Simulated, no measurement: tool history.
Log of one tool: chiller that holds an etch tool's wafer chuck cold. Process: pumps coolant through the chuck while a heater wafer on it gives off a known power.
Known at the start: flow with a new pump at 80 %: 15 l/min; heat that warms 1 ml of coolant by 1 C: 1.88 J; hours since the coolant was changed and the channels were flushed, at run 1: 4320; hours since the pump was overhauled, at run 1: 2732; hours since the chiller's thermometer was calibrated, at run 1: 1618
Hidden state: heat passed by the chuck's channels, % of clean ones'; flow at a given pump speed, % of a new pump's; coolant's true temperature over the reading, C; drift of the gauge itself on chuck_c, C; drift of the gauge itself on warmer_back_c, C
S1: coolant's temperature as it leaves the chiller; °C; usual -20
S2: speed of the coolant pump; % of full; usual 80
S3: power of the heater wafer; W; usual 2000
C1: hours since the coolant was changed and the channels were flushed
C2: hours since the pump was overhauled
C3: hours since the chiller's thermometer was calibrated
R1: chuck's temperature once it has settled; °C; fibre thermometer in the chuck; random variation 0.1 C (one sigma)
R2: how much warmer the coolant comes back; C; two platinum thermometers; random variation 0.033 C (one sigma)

run,hour,S1,S2,S3,C1,C2,C3,R1,R2
1,0.0,-20,80,2000,4320,2732,1618,1.9,4.44
2,57.9,-20,70,2000,4378,2790,1676,4.2,5.15
3,131.8,-20,70,2000,4451,2864,1750,4.3,5.08
4,216.0,-20,70,2000,4536,2948,1834,4.1,5.06
5,296.1,-20,70,2000,4616,3029,1914,4.0,5.14
6,347.8,-20,66,2818,4667,3080,1966,15.3,7.73
7,417.5,-13,80,1896,4737,3150,2036,8.0,4.19
8,464.7,-20,69,2000,4784,3197,2083,4.4,5.16
9,528.2,-20,69,2000,4848,3261,2146,4.6,5.22
10,587.6,-21,80,1839,4907,3320,2206,-0.5,4.08

Forecast each of these 3 alternatives for the next run:
A,656.3,-21,96,1839,4976,3389,2275,?,?
B,656.3,-20,80,1344,4976,3389,2275,?,?
C,656.3,-22,65,1093,4976,3389,2275,?,?

run,R1,R2
A,-2.9,3.39
B,-5.2,2.99
C,-8.1,3.00
Without the tool's hidden state the same runs would have given:
run,R1,R2
A,-4.4,3.23
B,-6.5,2.85
C,-9.3,2.86
